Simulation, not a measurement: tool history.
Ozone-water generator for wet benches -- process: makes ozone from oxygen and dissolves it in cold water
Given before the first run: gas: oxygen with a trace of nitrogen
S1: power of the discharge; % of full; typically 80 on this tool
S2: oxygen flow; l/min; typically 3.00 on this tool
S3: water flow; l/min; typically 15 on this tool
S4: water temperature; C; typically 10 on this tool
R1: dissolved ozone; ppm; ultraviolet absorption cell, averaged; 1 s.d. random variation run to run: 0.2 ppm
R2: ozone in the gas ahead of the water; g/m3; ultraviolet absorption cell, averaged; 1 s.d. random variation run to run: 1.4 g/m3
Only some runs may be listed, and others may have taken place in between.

Run 1, hour 0.0: usual settings. Result: R1 26.4 ppm, R2 256.5 g/m3.
Run 2, hour 65.3: usual settings. Result: R1 26.2 ppm, R2 254.9 g/m3.
Run 3, hour 131.4: usual settings. Result: R1 26.4 ppm, R2 257.1 g/m3.
Run 4, hour 220.2: usual settings. Result: R1 26.4 ppm, R2 257.3 g/m3.
Run 5, hour 291.1: usual settings. Result: R1 26.3 ppm, R2 255.3 g/m3.
Run 6, hour 376.3: usual settings. Result: R1 26.3 ppm, R2 253.7 g/m3.
Run 7, hour 428.6: usual settings but S1 55 % of full. Result: R1 20.1 ppm, R2 197.8 g/m3.
Run 8, hour 512.2: usual settings. Result: R1 25.7 ppm, R2 252.9 g/m3.
Run 9, hour 607.2: usual settings. Result: R1 25.9 ppm, R2 256.4 g/m3.
Run 10, hour 677.1: usual settings. Result: R1 25.7 ppm, R2 252.4 g/m3.
Run 11, hour 761.0: usual settings but S3 10 l/min. Result: R1 36.8 ppm, R2 254.3 g/m3.
Run 12, hour 810.0: usual settings but S2 1.68 l/min, S3 10 l/min. Result: R1 37.1 ppm, R2 374.3 g/m3.
At hour 817.0: water thermometer calibrated.
Run 13, hour 890.1: usual settings but S2 1.68 l/min, S3 10 l/min. Result: R1 37.4 ppm, R2 376.4 g/m3.
Run 14, hour 968.9: usual settings but S4 13 C. Result: R1 24.5 ppm, R2 251.5 g/m3.
Run 15, hour 1052.0: usual settings but S4 13 C. Result: R1 24.7 ppm, R2 250.7 g/m3.
At hour 1075.0: contactor cleaned.
Run 16, hour 1143.2: usual settings but S4 13 C. Result: R1 25.7 ppm, R2 251.0 g/m3.
Run 17, hour 1205.0: usual settings but S2 1.54 l/min, S3 16 l/min, S4 8 C. Result: R1 24.1 ppm, R2 393.8 g/m3.
Run 18, hour 1301.7: usual settings but S2 4.02 l/min, S3 11 l/min. Result: R1 33.7 ppm, R2 203.3 g/m3.
Run 19, hour 1362.3: usual settings but S1 83 % of full, S2 4.53 l/min, S3 11 l/min. Result: R1 33.6 ppm, R2 193.0 g/m3.
Run 20, hour 1422.3: usual settings but S1 83 % of full, S2 4.53 l/min, S3 11 l/min. Result: R1 33.1 ppm, R2 192.9 g/m3.
Run 21, hour 1497.1: usual settings but S2 3.14 l/min. Result: R1 26.3 ppm, R2 242.1 g/m3.
Run 22, hour 1574.1: usual settings but S2 2.01 l/min, S3 12 l/min. Result: R1 32.3 ppm, R2 324.8 g/m3.
Run 23, hour 1626.9: usual settings but S1 84 % of full, S2 4.96 l/min, S4 7 C. Result: R1 27.0 ppm, R2 181.9 g/m3.
Run 24, hour 1722.9: usual settings but S1 81 % of full, S2 1.76 l/min, S4 11 C. Result: R1 25.4 ppm, R2 358.1 g/m3.
Run 25, hour 1788.7: usual settings but S1 87 % of full, S2 2.28 l/min, S3 21 l/min, S4 7 C. Result: R1 19.9 ppm, R2 312.1 g/m3.
Run 26, hour 1839.6: usual settings but S2 2.23 l/min. Result: R1 25.6 ppm, R2 298.4 g/m3.
Run 27, hour 1905.1: usual settings but S1 69 % of full, S2 1.57 l/min, S3 16 l/min, S4 15 C. Result: R1 20.7 ppm, R2 349.5 g/m3.
Run 28, hour 1997.2: usual settings but S1 69 % of full, S2 1.57 l/min, S3 16 l/min, S4 15 C. Result: R1 20.6 ppm, R2 348.4 g/m3.
Run 29, hour 2057.9: usual settings but S1 82 % of full, S2 4.61 l/min, S4 5 C. Result: R1 27.3 ppm, R2 185.6 g/m3.
Run 30, hour 2107.5: usual settings but S2 4.21 l/min, S3 10 l/min. Result: R1 34.7 ppm, R2 193.2 g/m3.
Run 31, hour 2171.8: usual settings but S2 4.21 l/min, S3 10 l/min. Result: R1 34.5 ppm, R2 193.9 g/m3.
Run 32, hour 2257.0: usual settings but S2 1.58 l/min, S3 14 l/min. Result: R1 26.6 ppm, R2 376.1 g/m3.

Consider 5 possible next runs. They are alternatives, not a sequence: every one starts from the tool as it was left by run 32. What does each give?
Run A, hour 2322.0: usual settings but S1 81 % of full, S2 3.22 l/min, S3 17 l/min. Result: R1 ?, R2 ?.
Run B, hour 2322.0: usual settings but S2 1.58 l/min, S3 14 l/min, S4 6 C. Result: R1 ?, R2 ?.
Run C, hour 2322.0: usual settings but S2 2.86 l/min. Result: R1 ?, R2 ?.
Run D, hour 2322.0: usual settings but S2 1.58 l/min, S3 18 l/min. Result: R1 ?, R2 ?.
Run E, hour 2322.0: usual settings but S1 85 % of full, S3 12 l/min, S4 12 C. Result: R1 ?, R2 ?.

run    R1     R2
  A  23.0  233.2
  B  27.2  375.0
  C  25.7  251.2
  D  20.1  376.9
  E  31.7  252.0
Had the tool no hidden state, the same runs would have come out as:
run    R1     R2
  A  26.1  260.5
  B  30.8  418.5
  C  29.1  280.4
  D  22.8  420.6
  E  36.1  282.5

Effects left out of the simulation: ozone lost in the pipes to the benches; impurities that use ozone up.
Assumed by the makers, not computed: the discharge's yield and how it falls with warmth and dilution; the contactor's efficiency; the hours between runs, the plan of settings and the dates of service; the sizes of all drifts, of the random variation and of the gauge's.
